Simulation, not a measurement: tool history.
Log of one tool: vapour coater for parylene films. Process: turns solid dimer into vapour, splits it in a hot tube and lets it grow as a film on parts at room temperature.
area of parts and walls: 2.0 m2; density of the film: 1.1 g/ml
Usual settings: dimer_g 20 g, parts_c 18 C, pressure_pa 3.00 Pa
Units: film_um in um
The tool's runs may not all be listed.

{"run": 1, "day": 0.0, "dimer_g": 20, "parts_c": 18, "pressure_pa": 3.0, "film_um": 5.2}
{"run": 2, "day": 0.688, "dimer_g": 20, "parts_c": 18, "pressure_pa": 3.0, "film_um": 5.21}
{"run": 3, "day": 1.504, "dimer_g": 20, "parts_c": 18, "pressure_pa": 3.0, "film_um": 5.15}
{"run": 4, "day": 2.662, "dimer_g": 18, "parts_c": 18, "pressure_pa": 3.0, "film_um": 4.58}
{"run": 5, "day": 3.375, "dimer_g": 18, "parts_c": 18, "pressure_pa": 3.0, "film_um": 4.64}
{"run": 6, "day": 4.558, "dimer_g": 20, "parts_c": 18, "pressure_pa": 3.0, "film_um": 5.09}
{"run": 7, "day": 5.55, "dimer_g": 10, "parts_c": 18, "pressure_pa": 3.0, "film_um": 2.56}
{"run": 8, "day": 6.204, "dimer_g": 10, "parts_c": 18, "pressure_pa": 3.0, "film_um": 2.52}
{"run": 9, "day": 7.121, "dimer_g": 20, "parts_c": 18, "pressure_pa": 3.0, "film_um": 5.07}
{"run": 10, "day": 7.738, "dimer_g": 22, "parts_c": 18, "pressure_pa": 3.0, "film_um": 5.46}
{"run": 11, "day": 9.104, "dimer_g": 20, "parts_c": 29, "pressure_pa": 3.56, "film_um": 3.81}
{"run": 12, "day": 10.058, "dimer_g": 8, "parts_c": 17, "pressure_pa": 3.36, "film_um": 2.29}
{"run": 13, "day": 11.367, "dimer_g": 29, "parts_c": 16, "pressure_pa": 5.31, "film_um": 8.04}
{"run": 14, "day": 12.696, "dimer_g": 29, "parts_c": 16, "pressure_pa": 5.31, "film_um": 8.15}
{"run": 15, "day": 13.808, "dimer_g": 14, "parts_c": 15, "pressure_pa": 3.0, "film_um": 4.19}
{"run": 16, "day": 14.804, "dimer_g": 10, "parts_c": 15, "pressure_pa": 3.0, "film_um": 2.95}
{"run": 17, "day": 15.892, "dimer_g": 10, "parts_c": 15, "pressure_pa": 3.0, "film_um": 2.93}
{"run": 18, "day": 16.604, "dimer_g": 10, "parts_c": 15, "pressure_pa": 3.0, "film_um": 2.87}

Taken out of this log: 2 entries between the listed runs. Where each belongs, and how the hidden state differs across it:
Between runs 5 and 6: trap's valve overhauled (day 3.629)
  vapour lost through the trap's worn valve, %: 7.7 -> 9; true temperature of the parts over the reading, C: -0.09 -> -0.1
  measured less the result without the state, film_um: -0.37 -> -0.49 um
Between runs 11 and 12: trap's valve overhauled, once more (day 9.421)
  vapour lost through the trap's worn valve, %: 10.4 -> 0.2
  measured less the result without the state, film_um: -0.42 -> +0.00 um
